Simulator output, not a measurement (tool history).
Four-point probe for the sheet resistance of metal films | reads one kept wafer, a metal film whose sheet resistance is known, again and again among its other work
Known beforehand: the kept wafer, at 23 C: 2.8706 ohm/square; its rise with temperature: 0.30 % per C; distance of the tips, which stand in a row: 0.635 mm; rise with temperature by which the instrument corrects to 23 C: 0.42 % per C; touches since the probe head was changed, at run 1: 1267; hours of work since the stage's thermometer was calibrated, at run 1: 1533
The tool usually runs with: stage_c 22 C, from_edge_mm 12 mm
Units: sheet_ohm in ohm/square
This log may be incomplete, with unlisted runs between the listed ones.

| run | hour | stage_c | from_edge_mm | touches since the probe head was changed | hours of work since the stage's thermometer was calibrated | sheet_ohm |
|---|---|---|---|---|---|---|
| 1 | 0 | 22 | 12 | 1267 | 1533 | 2.879384 |
| 2 | 22.8 | 22 | 12 | 1666 | 1548 | 2.880112 |
| 3 | 50.4 | 22 | 12 | 2150 | 1566 | 2.87932 |
| 4 | 82.3 | 22 | 26 | 2709 | 1586 | 2.876028 |
| 5 | 118.8 | 22 | 12 | 3350 | 1609 | 2.879899 |
| 6 | 166.6 | 22 | 12 | 4187 | 1640 | 2.880477 |
| 7 | 211.8 | 22 | 17 | 4979 | 1668 | 2.876947 |
| 8 | 235.9 | 22 | 17 | 5402 | 1684 | 2.877558 |
| 9 | 274.1 | 22 | 17 | 6072 | 1708 | 2.878446 |
| 10 | 307.7 | 20 | 12 | 6660 | 1730 | 2.886188 |
| 11 | 348.9 | 22 | 12 | 7383 | 1756 | 2.880258 |
| 12 | 394 | 22 | 12 | 8173 | 1785 | 2.879785 |
| 13 | 433.2 | 31 | 23 | 8861 | 1810 | 2.847345 |
| 14 | 466.2 | 21 | 8 | 9439 | 1831 | 2.889342 |
|  | 470.4 | stage's thermometer calibrated |
| 15 | 492.3 | 22 | 12 | 9888 | 14 | 2.882846 |
| 16 | 527.7 | 20 | 27 | 10508 | 37 | 2.885704 |
| 17 | 558.1 | 20 | 27 | 11041 | 56 | 2.886212 |
| 18 | 605.9 | 29 | 22 | 11878 | 86 | 2.856341 |
| 19 | 635.3 | 23 | 22 | 12394 | 105 | 2.875471 |
| 20 | 678.1 | 23 | 22 | 13144 | 133 | 2.875643 |
| 21 | 704.2 | 24 | 30 | 13603 | 149 | 2.873218 |

Some steps in sheet_ohm, run to run, broken into two amounts with sign: the step expected even without the hidden condition (settings, incoming material, random variation), and the rest, left for the hidden condition together with whatever gauge scatter is not in both the measured and the hidden-condition-free result:
What the log doesn't record here: inner tips' distance over the nominal, %; tips' flats over new ones', %; wafer's true temperature over the reading, C; drift of the gauge itself on sheet_ohm, %.
Run 12 -> 13: stage_c 22 -> 31, from_edge_mm 12 -> 23. sheet_ohm -0.03244 ohm/square: hidden state -0.000136, all else -0.032304.
Run 13 -> 14: stage_c 31 -> 21, from_edge_mm 23 -> 8. sheet_ohm +0.041997 ohm/square: hidden state +0.000144, all else +0.041853.
Run 14 -> 15: stage_c 21 -> 22, from_edge_mm 8 -> 12, stage's thermometer calibrated. sheet_ohm -0.006496 ohm/square: hidden state +0.002706, all else -0.009202.
Run 17 -> 18: stage_c 20 -> 29, from_edge_mm 27 -> 22. sheet_ohm -0.029871 ohm/square: hidden state -0.000255, all else -0.029616.
